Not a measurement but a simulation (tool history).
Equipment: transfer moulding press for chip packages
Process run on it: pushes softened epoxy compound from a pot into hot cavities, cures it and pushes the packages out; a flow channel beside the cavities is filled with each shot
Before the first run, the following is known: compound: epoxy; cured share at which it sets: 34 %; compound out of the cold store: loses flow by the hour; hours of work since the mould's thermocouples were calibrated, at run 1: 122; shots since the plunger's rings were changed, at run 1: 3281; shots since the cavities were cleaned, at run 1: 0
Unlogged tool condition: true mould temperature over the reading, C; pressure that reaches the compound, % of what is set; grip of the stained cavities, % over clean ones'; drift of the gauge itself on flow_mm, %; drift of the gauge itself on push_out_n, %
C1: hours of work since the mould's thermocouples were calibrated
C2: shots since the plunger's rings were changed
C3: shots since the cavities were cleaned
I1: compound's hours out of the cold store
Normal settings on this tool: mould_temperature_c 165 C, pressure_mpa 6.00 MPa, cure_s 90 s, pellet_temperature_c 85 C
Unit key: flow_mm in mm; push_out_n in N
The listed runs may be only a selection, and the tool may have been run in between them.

run 1 hour=0.0 | mould_temperature_c=165 pressure_mpa=6.00 cure_s=90 pellet_temperature_c=85 | C1=122 C2=3281 C3=0 | I1=27.1 | flow_mm=833 push_out_n=286
run 2 hour=7.4 | mould_temperature_c=165 pressure_mpa=6.00 cure_s=90 pellet_temperature_c=85 | C1=126 C2=3366 C3=85 | I1=17.4 | flow_mm=846 push_out_n=317
run 3 hour=15.9 | mould_temperature_c=165 pressure_mpa=6.00 cure_s=90 pellet_temperature_c=85 | C1=131 C2=3464 C3=183 | I1=45.8 | flow_mm=807 push_out_n=343
run 4 hour=25.3 | mould_temperature_c=165 pressure_mpa=6.00 cure_s=90 pellet_temperature_c=85 | C1=137 C2=3572 C3=291 | I1=33.8 | flow_mm=816 push_out_n=372
run 5 hour=30.7 | mould_temperature_c=165 pressure_mpa=6.00 cure_s=90 pellet_temperature_c=85 | C1=140 C2=3634 C3=353 | I1=43.7 | flow_mm=796 push_out_n=389
run 6 hour=40.2 | mould_temperature_c=165 pressure_mpa=6.00 cure_s=90 pellet_temperature_c=85 | C1=146 C2=3743 C3=462 | I1=13.4 | flow_mm=847 push_out_n=415
run 7 hour=48.3 | mould_temperature_c=165 pressure_mpa=6.00 cure_s=90 pellet_temperature_c=79 | C1=150 C2=3837 C3=556 | I1=28.3 | flow_mm=820 push_out_n=433
run 8 hour=54.1 | mould_temperature_c=165 pressure_mpa=6.00 cure_s=90 pellet_temperature_c=85 | C1=154 C2=3904 C3=623 | I1=38.5 | flow_mm=811 push_out_n=422
-- hour=56.7 cavities cleaned with cleaning compound and waxed
run 9 hour=59.9 | mould_temperature_c=161 pressure_mpa=6.00 cure_s=90 pellet_temperature_c=85 | C1=156 C2=3953 C3=36 | I1=47.9 | flow_mm=791 push_out_n=382
run 10 hour=63.9 | mould_temperature_c=161 pressure_mpa=6.00 cure_s=90 pellet_temperature_c=85 | C1=159 C2=3999 C3=82 | I1=17.1 | flow_mm=857 push_out_n=420
run 11 hour=71.5 | mould_temperature_c=161 pressure_mpa=6.00 cure_s=114 pellet_temperature_c=85 | C1=163 C2=4087 C3=170 | I1=15.8 | flow_mm=850 push_out_n=288
run 12 hour=79.7 | mould_temperature_c=161 pressure_mpa=6.00 cure_s=114 pellet_temperature_c=85 | C1=168 C2=4181 C3=264 | I1=44.0 | flow_mm=806 push_out_n=314
run 13 hour=87.9 | mould_temperature_c=164 pressure_mpa=7.40 cure_s=77 pellet_temperature_c=85 | C1=173 C2=4276 C3=359 | I1=15.4 | flow_mm=940 push_out_n=594
run 14 hour=95.2 | mould_temperature_c=171 pressure_mpa=5.31 cure_s=77 pellet_temperature_c=85 | C1=177 C2=4359 C3=442 | I1=44.5 | flow_mm=737 push_out_n=378
run 15 hour=99.3 | mould_temperature_c=171 pressure_mpa=5.31 cure_s=70 pellet_temperature_c=85 | C1=180 C2=4406 C3=489 | I1=35.5 | flow_mm=734 push_out_n=472
run 16 hour=106.5 | mould_temperature_c=162 pressure_mpa=6.00 cure_s=90 pellet_temperature_c=85 | C1=184 C2=4489 C3=572 | I1=16.1 | flow_mm=849 push_out_n=522
-- hour=113.4 cavities cleaned with cleaning compound and waxed
run 17 hour=113.4 | mould_temperature_c=165 pressure_mpa=6.00 cure_s=90 pellet_temperature_c=85 | C1=187 C2=4552 C3=0 | I1=21.1 | flow_mm=829 push_out_n=274

Each row is a separate what-if for the run after 17, all from the same tool condition, not one after another. Results?
run A hour=121.2 | mould_temperature_c=170 pressure_mpa=5.17 cure_s=71 pellet_temperature_c=85 | C1=192 C2=4641 C3=89 | I1=28.8 | flow_mm=? push_out_n=?
run B hour=121.2 | mould_temperature_c=165 pressure_mpa=6.00 cure_s=90 pellet_temperature_c=82 | C1=192 C2=4641 C3=89 | I1=38.6 | flow_mm=? push_out_n=?
run C hour=121.2 | mould_temperature_c=165 pressure_mpa=6.21 cure_s=90 pellet_temperature_c=85 | C1=192 C2=4641 C3=89 | I1=10.4 | flow_mm=? push_out_n=?

run=A flow_mm=728 push_out_n=372
run=B flow_mm=797 push_out_n=317
run=C flow_mm=852 push_out_n=325
With no hidden state in the tool, these same runs would have given:
run=A flow_mm=774 push_out_n=344
run=B flow_mm=848 push_out_n=290
run=C flow_mm=907 push_out_n=299

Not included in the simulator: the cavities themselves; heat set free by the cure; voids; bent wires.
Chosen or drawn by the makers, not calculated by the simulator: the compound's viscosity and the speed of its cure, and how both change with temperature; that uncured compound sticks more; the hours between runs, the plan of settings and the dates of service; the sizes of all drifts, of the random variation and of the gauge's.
